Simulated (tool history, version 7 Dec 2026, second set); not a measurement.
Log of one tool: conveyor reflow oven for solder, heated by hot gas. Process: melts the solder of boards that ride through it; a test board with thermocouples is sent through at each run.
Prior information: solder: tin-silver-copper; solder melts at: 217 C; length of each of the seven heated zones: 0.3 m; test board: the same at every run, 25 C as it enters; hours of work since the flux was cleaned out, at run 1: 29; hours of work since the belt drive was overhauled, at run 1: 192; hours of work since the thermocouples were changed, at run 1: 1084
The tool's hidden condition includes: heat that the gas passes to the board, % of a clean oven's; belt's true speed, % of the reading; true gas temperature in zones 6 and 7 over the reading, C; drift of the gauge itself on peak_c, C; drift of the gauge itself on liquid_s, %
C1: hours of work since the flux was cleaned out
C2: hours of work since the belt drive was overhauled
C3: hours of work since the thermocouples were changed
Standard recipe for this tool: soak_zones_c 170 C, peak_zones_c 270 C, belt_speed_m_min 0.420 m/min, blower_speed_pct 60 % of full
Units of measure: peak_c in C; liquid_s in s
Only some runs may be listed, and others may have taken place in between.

run 1 day=0.000 | soak_zones_c=170 peak_zones_c=270 belt_speed_m_min=0.420 blower_speed_pct=60 | C1=29 C2=192 C3=1084 | peak_c=255.44 liquid_s=65.81
run 2 day=2.300 | soak_zones_c=170 peak_zones_c=270 belt_speed_m_min=0.420 blower_speed_pct=60 | C1=55 C2=218 C3=1109 | peak_c=255.14 liquid_s=65.88
run 3 day=3.596 | soak_zones_c=170 peak_zones_c=270 belt_speed_m_min=0.420 blower_speed_pct=60 | C1=69 C2=232 C3=1124 | peak_c=255.17 liquid_s=65.87
run 4 day=5.975 | soak_zones_c=170 peak_zones_c=270 belt_speed_m_min=0.420 blower_speed_pct=60 | C1=95 C2=258 C3=1150 | peak_c=255.15 liquid_s=65.78
run 5 day=8.367 | soak_zones_c=170 peak_zones_c=270 belt_speed_m_min=0.420 blower_speed_pct=60 | C1=122 C2=285 C3=1177 | peak_c=254.99 liquid_s=65.84
run 6 day=11.129 | soak_zones_c=170 peak_zones_c=270 belt_speed_m_min=0.427 blower_speed_pct=60 | C1=153 C2=316 C3=1207 | peak_c=254.50 liquid_s=64.15
run 7 day=12.308 | soak_zones_c=170 peak_zones_c=270 belt_speed_m_min=0.420 blower_speed_pct=60 | C1=166 C2=329 C3=1220 | peak_c=254.89 liquid_s=65.84
-- day=12.712 flux residue cleaned out of gas plates and filters
run 8 day=14.854 | soak_zones_c=170 peak_zones_c=270 belt_speed_m_min=0.420 blower_speed_pct=60 | C1=24 C2=355 C3=1246 | peak_c=254.79 liquid_s=65.70
run 9 day=16.558 | soak_zones_c=170 peak_zones_c=270 belt_speed_m_min=0.420 blower_speed_pct=60 | C1=43 C2=373 C3=1265 | peak_c=254.65 liquid_s=65.59
run 10 day=17.738 | soak_zones_c=170 peak_zones_c=270 belt_speed_m_min=0.370 blower_speed_pct=60 | C1=56 C2=386 C3=1278 | peak_c=258.02 liquid_s=78.34
run 11 day=19.238 | soak_zones_c=170 peak_zones_c=270 belt_speed_m_min=0.370 blower_speed_pct=60 | C1=72 C2=403 C3=1295 | peak_c=258.20 liquid_s=78.37
run 12 day=20.800 | soak_zones_c=170 peak_zones_c=270 belt_speed_m_min=0.370 blower_speed_pct=60 | C1=90 C2=420 C3=1312 | peak_c=258.16 liquid_s=78.42
run 13 day=23.021 | soak_zones_c=170 peak_zones_c=270 belt_speed_m_min=0.370 blower_speed_pct=60 | C1=114 C2=445 C3=1337 | peak_c=258.02 liquid_s=78.41
-- day=24.908 flux residue cleaned out of gas plates and filters, once more
run 14 day=25.662 | soak_zones_c=170 peak_zones_c=270 belt_speed_m_min=0.370 blower_speed_pct=60 | C1=8 C2=472 C3=1364 | peak_c=258.46 liquid_s=78.96
run 15 day=28.133 | soak_zones_c=170 peak_zones_c=270 belt_speed_m_min=0.370 blower_speed_pct=60 | C1=36 C2=499 C3=1391 | peak_c=258.34 liquid_s=78.80
run 16 day=29.975 | soak_zones_c=170 peak_zones_c=270 belt_speed_m_min=0.420 blower_speed_pct=56 | C1=56 C2=520 C3=1412 | peak_c=253.83 liquid_s=64.73
run 17 day=31.479 | soak_zones_c=170 peak_zones_c=270 belt_speed_m_min=0.420 blower_speed_pct=56 | C1=73 C2=537 C3=1428 | peak_c=253.81 liquid_s=64.83
run 18 day=33.258 | soak_zones_c=169 peak_zones_c=272 belt_speed_m_min=0.404 blower_speed_pct=57 | C1=93 C2=556 C3=1448 | peak_c=256.93 liquid_s=69.63
-- day=34.171 thermocouples of zones 6 and 7 changed
run 19 day=34.925 | soak_zones_c=170 peak_zones_c=270 belt_speed_m_min=0.436 blower_speed_pct=60 | C1=110 C2=574 C3=8 | peak_c=255.54 liquid_s=63.67
run 20 day=36.471 | soak_zones_c=170 peak_zones_c=267 belt_speed_m_min=0.443 blower_speed_pct=60 | C1=127 C2=591 C3=25 | peak_c=252.39 liquid_s=60.21
run 21 day=39.154 | soak_zones_c=183 peak_zones_c=258 belt_speed_m_min=0.443 blower_speed_pct=65 | C1=157 C2=621 C3=55 | peak_c=247.56 liquid_s=62.38
-- day=40.167 flux residue cleaned out of gas plates and filters
run 22 day=41.438 | soak_zones_c=183 peak_zones_c=265 belt_speed_m_min=0.443 blower_speed_pct=65 | C1=14 C2=644 C3=78 | peak_c=253.96 liquid_s=67.38
run 23 day=42.967 | soak_zones_c=178 peak_zones_c=262 belt_speed_m_min=0.443 blower_speed_pct=65 | C1=31 C2=661 C3=95 | peak_c=250.75 liquid_s=62.66
run 24 day=44.404 | soak_zones_c=181 peak_zones_c=270 belt_speed_m_min=0.458 blower_speed_pct=60 | C1=47 C2=677 C3=111 | peak_c=256.06 liquid_s=64.71
run 25 day=47.029 | soak_zones_c=181 peak_zones_c=270 belt_speed_m_min=0.458 blower_speed_pct=60 | C1=76 C2=706 C3=140 | peak_c=255.95 liquid_s=64.69
run 26 day=49.642 | soak_zones_c=170 peak_zones_c=277 belt_speed_m_min=0.373 blower_speed_pct=60 | C1=105 C2=735 C3=169 | peak_c=266.49 liquid_s=83.45
run 27 day=51.958 | soak_zones_c=164 peak_zones_c=264 belt_speed_m_min=0.373 blower_speed_pct=52 | C1=131 C2=761 C3=195 | peak_c=251.36 liquid_s=69.43
-- day=53.338 belt drive overhauled, speed set with a stopwatch
run 28 day=54.250 | soak_zones_c=170 peak_zones_c=277 belt_speed_m_min=0.420 blower_speed_pct=57 | C1=154 C2=10 C3=219 | peak_c=261.85 liquid_s=69.77
-- day=55.667 flux residue cleaned out of gas plates and filters
run 29 day=56.975 | soak_zones_c=184 peak_zones_c=269 belt_speed_m_min=0.420 blower_speed_pct=86 | C1=15 C2=38 C3=246 | peak_c=262.54 liquid_s=76.72
run 30 day=58.329 | soak_zones_c=178 peak_zones_c=273 belt_speed_m_min=0.485 blower_speed_pct=87 | C1=30 C2=53 C3=261 | peak_c=262.74 liquid_s=64.12

4 ways to go on from here, each from the tool as it stands after run 30. What would each give?
run A day=59.721 | soak_zones_c=170 peak_zones_c=281 belt_speed_m_min=0.420 blower_speed_pct=60 | C1=45 C2=68 C3=277 | peak_c=? liquid_s=?
run B day=59.721 | soak_zones_c=166 peak_zones_c=273 belt_speed_m_min=0.499 blower_speed_pct=87 | C1=45 C2=68 C3=277 | peak_c=? liquid_s=?
run C day=59.721 | soak_zones_c=170 peak_zones_c=270 belt_speed_m_min=0.439 blower_speed_pct=53 | C1=45 C2=68 C3=277 | peak_c=? liquid_s=?
run D day=59.721 | soak_zones_c=170 peak_zones_c=264 belt_speed_m_min=0.420 blower_speed_pct=60 | C1=45 C2=68 C3=277 | peak_c=? liquid_s=?

run=A peak_c=266.42 liquid_s=72.85
run=B peak_c=260.38 liquid_s=57.40
run=C peak_c=252.84 liquid_s=60.14
run=D peak_c=250.99 liquid_s=62.56
Without the tool's unlogged condition, the same runs would have read:
run=A peak_c=266.50 liquid_s=72.89
run=B peak_c=260.52 liquid_s=57.50
run=C peak_c=252.91 liquid_s=60.22
run=D peak_c=251.05 liquid_s=62.65
